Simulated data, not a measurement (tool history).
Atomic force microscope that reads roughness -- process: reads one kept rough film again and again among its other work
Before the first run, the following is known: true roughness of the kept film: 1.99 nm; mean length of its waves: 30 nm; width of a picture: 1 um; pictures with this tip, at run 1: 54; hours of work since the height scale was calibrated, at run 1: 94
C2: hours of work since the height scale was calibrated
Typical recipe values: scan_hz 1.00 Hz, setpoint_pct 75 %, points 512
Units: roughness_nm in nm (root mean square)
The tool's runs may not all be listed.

run 1 day=0.000 | scan_hz=1.00 setpoint_pct=75 points=512 | pictures_with_this_tip=54 C2=94 | roughness_nm=1.595
run 2 day=0.246 | scan_hz=1.00 setpoint_pct=62 points=512 | pictures_with_this_tip=67 C2=98 | roughness_nm=1.632
run 3 day=0.475 | scan_hz=1.00 setpoint_pct=62 points=512 | pictures_with_this_tip=80 C2=101 | roughness_nm=1.606
run 4 day=0.738 | scan_hz=1.00 setpoint_pct=62 points=512 | pictures_with_this_tip=94 C2=105 | roughness_nm=1.574
run 5 day=1.150 | scan_hz=1.00 setpoint_pct=75 points=308 | pictures_with_this_tip=116 C2=112 | roughness_nm=1.436
-- day=1.554 new tip fitted
run 6 day=1.600 | scan_hz=2.58 setpoint_pct=75 points=512 | pictures_with_this_tip=2 C2=119 | roughness_nm=1.543
run 7 day=1.979 | scan_hz=1.00 setpoint_pct=75 points=512 | pictures_with_this_tip=22 C2=125 | roughness_nm=1.660
run 8 day=2.308 | scan_hz=1.00 setpoint_pct=75 points=512 | pictures_with_this_tip=40 C2=130 | roughness_nm=1.613
run 9 day=2.700 | scan_hz=1.00 setpoint_pct=75 points=512 | pictures_with_this_tip=61 C2=136 | roughness_nm=1.577
run 10 day=2.996 | scan_hz=1.00 setpoint_pct=75 points=512 | pictures_with_this_tip=76 C2=141 | roughness_nm=1.534
run 11 day=3.362 | scan_hz=1.00 setpoint_pct=75 points=512 | pictures_with_this_tip=96 C2=146 | roughness_nm=1.496
run 12 day=3.546 | scan_hz=1.00 setpoint_pct=75 points=512 | pictures_with_this_tip=106 C2=149 | roughness_nm=1.479
run 13 day=3.825 | scan_hz=1.00 setpoint_pct=79 points=512 | pictures_with_this_tip=121 C2=154 | roughness_nm=1.422
run 14 day=4.071 | scan_hz=1.00 setpoint_pct=79 points=512 | pictures_with_this_tip=134 C2=158 | roughness_nm=1.401
-- day=4.154 new tip fitted
run 15 day=4.325 | scan_hz=1.83 setpoint_pct=66 points=312 | pictures_with_this_tip=9 C2=161 | roughness_nm=1.686
run 16 day=4.733 | scan_hz=1.78 setpoint_pct=57 points=325 | pictures_with_this_tip=31 C2=168 | roughness_nm=1.695
-- day=4.808 height scale calibrated on a step standard
run 17 day=5.125 | scan_hz=2.82 setpoint_pct=79 points=325 | pictures_with_this_tip=49 C2=5 | roughness_nm=1.347
run 18 day=5.475 | scan_hz=2.23 setpoint_pct=55 points=325 | pictures_with_this_tip=68 C2=10 | roughness_nm=1.577
run 19 day=5.875 | scan_hz=1.58 setpoint_pct=85 points=413 | pictures_with_this_tip=89 C2=17 | roughness_nm=1.331
run 20 day=6.204 | scan_hz=0.81 setpoint_pct=84 points=298 | pictures_with_this_tip=107 C2=22 | roughness_nm=1.418
run 21 day=6.508 | scan_hz=1.00 setpoint_pct=57 points=558 | pictures_with_this_tip=123 C2=27 | roughness_nm=1.500
run 22 day=6.725 | scan_hz=1.00 setpoint_pct=67 points=512 | pictures_with_this_tip=134 C2=30 | roughness_nm=1.448

Forecast each of these 3 alternatives for the next run:
-- day=6.792 new tip fitted
-- day=6.933 height scale calibrated on a step standard, once more
run A day=7.062 | scan_hz=0.86 setpoint_pct=73 points=566 | pictures_with_this_tip=12 C2=2 | roughness_nm=?
-- day=6.792 new tip fitted
-- day=6.933 height scale calibrated on a step standard, once more
run B day=7.062 | scan_hz=0.89 setpoint_pct=75 points=600 | pictures_with_this_tip=12 C2=2 | roughness_nm=?
-- day=6.792 new tip fitted
-- day=6.933 height scale calibrated on a step standard, once more
run C day=7.062 | scan_hz=1.00 setpoint_pct=73 points=269 | pictures_with_this_tip=12 C2=2 | roughness_nm=?

run=A roughness_nm=1.734
run=B roughness_nm=1.714
run=C roughness_nm=1.691
Stripped of hidden state, with their random variation kept, the same runs would have yielded:
run=A roughness_nm=1.766
run=B roughness_nm=1.746
run=C roughness_nm=1.722

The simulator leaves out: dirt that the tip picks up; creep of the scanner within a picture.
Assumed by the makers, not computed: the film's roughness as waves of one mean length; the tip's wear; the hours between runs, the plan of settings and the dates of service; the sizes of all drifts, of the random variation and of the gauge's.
